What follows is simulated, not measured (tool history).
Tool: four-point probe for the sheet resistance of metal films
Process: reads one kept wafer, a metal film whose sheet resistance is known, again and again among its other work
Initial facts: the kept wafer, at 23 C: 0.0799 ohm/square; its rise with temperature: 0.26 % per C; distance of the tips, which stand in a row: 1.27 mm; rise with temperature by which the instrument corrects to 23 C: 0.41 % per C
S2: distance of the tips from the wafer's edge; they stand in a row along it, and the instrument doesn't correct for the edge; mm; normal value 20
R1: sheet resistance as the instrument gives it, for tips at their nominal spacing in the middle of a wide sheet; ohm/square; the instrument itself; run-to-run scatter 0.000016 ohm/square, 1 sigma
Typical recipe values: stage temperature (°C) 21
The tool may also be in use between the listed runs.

{"run": 1, "day": 0.0, "stage temperature (°C)": 21, "S2": 20, "R1": 0.080759}
{"run": 2, "day": 0.958, "stage temperature (°C)": 21, "S2": 40, "R1": 0.080632}
{"run": 3, "day": 1.383, "stage temperature (°C)": 21, "S2": 40, "R1": 0.080606}
{"run": 4, "day": 2.192, "stage temperature (°C)": 21, "S2": 40, "R1": 0.08064}
{"run": 5, "day": 3.092, "stage temperature (°C)": 28, "S2": 40, "R1": 0.079783}
{"run": 6, "day": 3.675, "stage temperature (°C)": 21, "S2": 20, "R1": 0.080752}
{"run": 7, "day": 4.425, "stage temperature (°C)": 21, "S2": 20, "R1": 0.080757}
{"run": 8, "day": 5.05, "stage temperature (°C)": 21, "S2": 72, "R1": 0.080611}
{"run": 9, "day": 5.475, "stage temperature (°C)": 21, "S2": 72, "R1": 0.080592}
{"run": 10, "day": 6.054, "stage temperature (°C)": 21, "S2": 6, "R1": 0.082491}
{"run": 11, "day": 6.662, "stage temperature (°C)": 21, "S2": 6, "R1": 0.082492}
{"run": 12, "day": 7.471, "stage temperature (°C)": 21, "S2": 6, "R1": 0.082512}
{"run": 13, "day": 8.125, "stage temperature (°C)": 27, "S2": 20, "R1": 0.080057}
{"run": 14, "day": 8.6, "stage temperature (°C)": 27, "S2": 20, "R1": 0.080039}
{"run": 15, "day": 9.075, "stage temperature (°C)": 21, "S2": 20, "R1": 0.08077}
{"run": 16, "day": 9.721, "stage temperature (°C)": 21, "S2": 20, "R1": 0.080781}
{"run": 17, "day": 10.446, "stage temperature (°C)": 27, "S2": 64, "R1": 0.079932}
{"run": 18, "day": 11.267, "stage temperature (°C)": 21, "S2": 5, "R1": 0.083313}
{"run": 19, "day": 12.121, "stage temperature (°C)": 28, "S2": 5, "R1": 0.082425}
{"run": 20, "day": 12.821, "stage temperature (°C)": 25, "S2": 30, "R1": 0.080224}
{"day": 12.896, "done": "stage's thermometer calibrated"}
{"run": 21, "day": 13.483, "stage temperature (°C)": 21, "S2": 36, "R1": 0.080651}
{"run": 22, "day": 14.312, "stage temperature (°C)": 29, "S2": 14, "R1": 0.080051}
{"run": 23, "day": 14.946, "stage temperature (°C)": 24, "S2": 10, "R1": 0.080971}
{"run": 24, "day": 15.571, "stage temperature (°C)": 24, "S2": 10, "R1": 0.080928}
{"run": 25, "day": 16.508, "stage temperature (°C)": 24, "S2": 10, "R1": 0.080955}
{"run": 26, "day": 17.025, "stage temperature (°C)": 26, "S2": 7, "R1": 0.081433}
{"run": 27, "day": 17.454, "stage temperature (°C)": 20, "S2": 37, "R1": 0.080817}
{"run": 28, "day": 18.275, "stage temperature (°C)": 20, "S2": 37, "R1": 0.080793}
{"run": 29, "day": 18.867, "stage temperature (°C)": 20, "S2": 58, "R1": 0.08078}
{"day": 19.058, "done": "stage's thermometer calibrated, once more"}
{"run": 30, "day": 19.775, "stage temperature (°C)": 18, "S2": 43, "R1": 0.081018}
{"run": 31, "day": 20.792, "stage temperature (°C)": 21, "S2": 6, "R1": 0.082532}

Forecast each of these 4 alternatives for the next run:
{"run": "A", "day": 21.8, "stage temperature (°C)": 26, "S2": 57, "R1": "?"}
{"run": "B", "day": 21.8, "stage temperature (°C)": 21, "S2": 5, "R1": "?"}
{"run": "C", "day": 21.8, "stage temperature (°C)": 23, "S2": 35, "R1": "?"}
{"run": "D", "day": 21.8, "stage temperature (°C)": 33, "S2": 6, "R1": "?"}

run=A R1=0.080084
run=B R1=0.083354
run=C R1=0.080401
run=D R1=0.081081
Stripped of hidden state, with their random variation kept, the same runs would have yielded:
run=A R1=0.07961
run=B R1=0.082863
run=C R1=0.079926
run=D R1=0.080602
